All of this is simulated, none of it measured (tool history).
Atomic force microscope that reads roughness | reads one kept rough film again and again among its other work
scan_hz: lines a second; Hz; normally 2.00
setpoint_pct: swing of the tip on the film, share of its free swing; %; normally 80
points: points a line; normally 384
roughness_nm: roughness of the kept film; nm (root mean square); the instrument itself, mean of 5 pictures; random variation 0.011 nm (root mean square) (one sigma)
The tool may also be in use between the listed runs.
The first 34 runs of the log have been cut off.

run,day,scan_hz,setpoint_pct,points,pictures with this tip,hours of work since the height scale was calibrated,roughness_nm
35,40.283,3.60,76,296,136,614,2.367
36,41.850,3.60,76,296,194,634,2.372
37,43.112,3.60,76,296,241,651,2.368
38,44.546,0.57,80,647,295,670,2.573
39,45.538,0.57,80,647,332,683,2.592
# day 45.650: new tip fitted
40,46.896,0.57,61,377,47,701,2.582
41,48.371,0.57,61,377,102,720,2.613
42,49.396,0.57,61,377,140,734,2.625
43,50.708,0.56,57,384,189,751,2.605
44,51.812,0.56,57,384,230,765,2.602
45,53.200,0.56,78,892,282,784,2.572
# day 54.783: new tip fitted
46,54.846,1.91,76,331,2,805,2.481
47,56.221,2.69,62,257,54,823,2.519

Branching from run 47: 5 alternative next runs. What would each branch give?
A,57.958,0.77,58,384,119,846,?
B,57.958,0.52,61,577,119,846,?
C,57.958,2.00,80,783,119,846,?
D,57.958,3.16,56,257,119,846,?
E,57.958,1.88,65,257,119,846,?

run,roughness_nm
A,2.618
B,2.600
C,2.453
D,2.533
E,2.525
What these runs would have given with no unlogged condition in the tool:
run,roughness_nm
A,2.621
B,2.603
C,2.456
D,2.536
E,2.529
